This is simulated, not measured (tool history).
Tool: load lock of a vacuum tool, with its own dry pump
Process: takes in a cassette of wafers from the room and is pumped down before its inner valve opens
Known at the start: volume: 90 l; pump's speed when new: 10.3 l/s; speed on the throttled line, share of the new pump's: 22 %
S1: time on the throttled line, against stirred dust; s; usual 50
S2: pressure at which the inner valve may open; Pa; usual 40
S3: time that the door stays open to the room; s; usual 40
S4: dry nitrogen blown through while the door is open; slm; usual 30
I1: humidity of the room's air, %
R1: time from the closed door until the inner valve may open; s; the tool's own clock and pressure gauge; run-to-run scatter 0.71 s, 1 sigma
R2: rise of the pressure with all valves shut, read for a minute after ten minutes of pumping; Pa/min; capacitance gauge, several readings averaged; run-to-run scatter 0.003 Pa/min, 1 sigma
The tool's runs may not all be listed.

| run | hour | S1 | S2 | S3 | S4 | I1 | R1 | R2 |
|---|---|---|---|---|---|---|---|---|
| 1 | 0 | 50 | 40 | 40 | 30 | 45.4 | 114.9 | 0.018 |
| 2 | 270.1 | 50 | 40 | 40 | 30 | 45.1 | 116 | 0.02 |
| 3 | 505.7 | 50 | 40 | 40 | 30 | 46.8 | 116.1 | 0.025 |
| 4 | 756.6 | 46 | 40 | 40 | 30 | 47.6 | 110.5 | 0.023 |
| 5 | 1067.3 | 52 | 40 | 40 | 30 | 42.9 | 118.1 | 0.03 |
| 6 | 1394.6 | 52 | 40 | 40 | 30 | 47.3 | 117.5 | 0.034 |
| 7 | 1573.7 | 50 | 40 | 40 | 30 | 46.4 | 117 | 0.041 |
| 8 | 1813.8 | 50 | 40 | 40 | 30 | 48.5 | 117.5 | 0.039 |
| 9 | 2133.3 | 50 | 40 | 40 | 30 | 45.8 | 119.1 | 0.043 |
| 10 | 2348.2 | 50 | 40 | 40 | 30 | 42.7 | 116.9 | 0.045 |
| 11 | 2581 | 50 | 40 | 40 | 30 | 43.8 | 119.2 | 0.049 |
| 12 | 2757 | 45 | 40 | 40 | 30 | 44.4 | 114.4 | 0.052 |
| 13 | 3030.7 | 50 | 40 | 40 | 30 | 45.5 | 118.4 | 0.052 |
| 14 | 3368.3 | 50 | 40 | 40 | 30 | 44 | 119.5 | 0.056 |
| 15 | 3661.4 | 50 | 40 | 40 | 30 | 41.5 | 120.2 | 0.07 |
| 16 | 3849.1 | 50 | 40 | 40 | 30 | 44.7 | 121.2 | 0.074 |
| 17 | 4143.9 | 50 | 40 | 40 | 30 | 43.6 | 120 | 0.077 |
| 18 | 4445.8 | 50 | 40 | 231 | 30 | 44.3 | 120.2 | 0.11 |
| 19 | 4620.9 | 50 | 67 | 40 | 15 | 42.2 | 117.9 | 0.094 |
| 20 | 4941.3 | 44 | 49 | 40 | 7 | 46.2 | 115.4 | 0.106 |
| 21 | 5214.6 | 52 | 50 | 40 | 7 | 44.1 | 121.9 | 0.106 |
| 22 | 5547.9 | 86 | 40 | 40 | 30 | 44.8 | 147.6 | 0.104 |
| 23 | 5888.2 | 44 | 70 | 184 | 30 | 46.5 | 111.8 | 0.134 |
| 24 | 6034.9 | 50 | 40 | 45 | 41 | 45.3 | 123.6 | 0.112 |
|  | 6064.2 | dry pump taken out, an overhauled one fitted |
| 25 | 6211.7 | 93 | 40 | 37 | 41 | 45.3 | 142.7 | 0.114 |
| 26 | 6441.9 | 93 | 65 | 37 | 41 | 45 | 138.1 | 0.117 |
| 27 | 6618.5 | 26 | 40 | 144 | 13 | 45.4 | 89.9 | 0.162 |
| 28 | 6875.6 | 26 | 40 | 144 | 13 | 47.1 | 90 | 0.165 |
| 29 | 7095.5 | 26 | 68 | 144 | 10 | 42 | 85.3 | 0.17 |
| 30 | 7362.8 | 43 | 32 | 90 | 14 | 43.4 | 105.7 | 0.167 |
| 31 | 7503.2 | 43 | 32 | 90 | 14 | 46.3 | 106.2 | 0.169 |
| 32 | 7802.7 | 43 | 32 | 90 | 14 | 41.5 | 107.2 | 0.179 |
| 33 | 7962.6 | 40 | 40 | 102 | 30 | 42.5 | 101.2 | 0.171 |
| 34 | 8286 | 50 | 39 | 40 | 10 | 44 | 110.9 | 0.17 |
| 35 | 8598.7 | 50 | 40 | 35 | 30 | 42.6 | 111.2 | 0.171 |
| 36 | 8861.1 | 67 | 47 | 26 | 15 | 44.6 | 123.5 | 0.183 |

Consider 5 possible next runs. They are alternatives, not a sequence: every one starts from the tool as it was left by run 36. What does each give?
| A | 9137.4 | 50 | 75 | 40 | 30 | 44.4 | ? | ? |
| B | 9137.4 | 64 | 40 | 40 | 30 | 45.8 | ? | ? |
| C | 9137.4 | 50 | 42 | 40 | 35 | 48 | ? | ? |
| D | 9137.4 | 67 | 47 | 71 | 10 | 44.6 | ? | ? |
| E | 9137.4 | 43 | 47 | 57 | 15 | 46.8 | ? | ? |

| run | R1 | R2 |
|---|---|---|
| A | 105.2 | 0.194 |
| B | 121.3 | 0.198 |
| C | 111 | 0.192 |
| D | 120.3 | 0.215 |
| E | 104.1 | 0.202 |
Without the tool's hidden state the same runs would have given:
| run | R1 | R2 |
|---|---|---|
| A | 102 | 0.013 |
| B | 117.9 | 0.016 |
| C | 107.5 | 0.01 |
| D | 117.1 | 0.033 |
| E | 100.5 | 0.021 |

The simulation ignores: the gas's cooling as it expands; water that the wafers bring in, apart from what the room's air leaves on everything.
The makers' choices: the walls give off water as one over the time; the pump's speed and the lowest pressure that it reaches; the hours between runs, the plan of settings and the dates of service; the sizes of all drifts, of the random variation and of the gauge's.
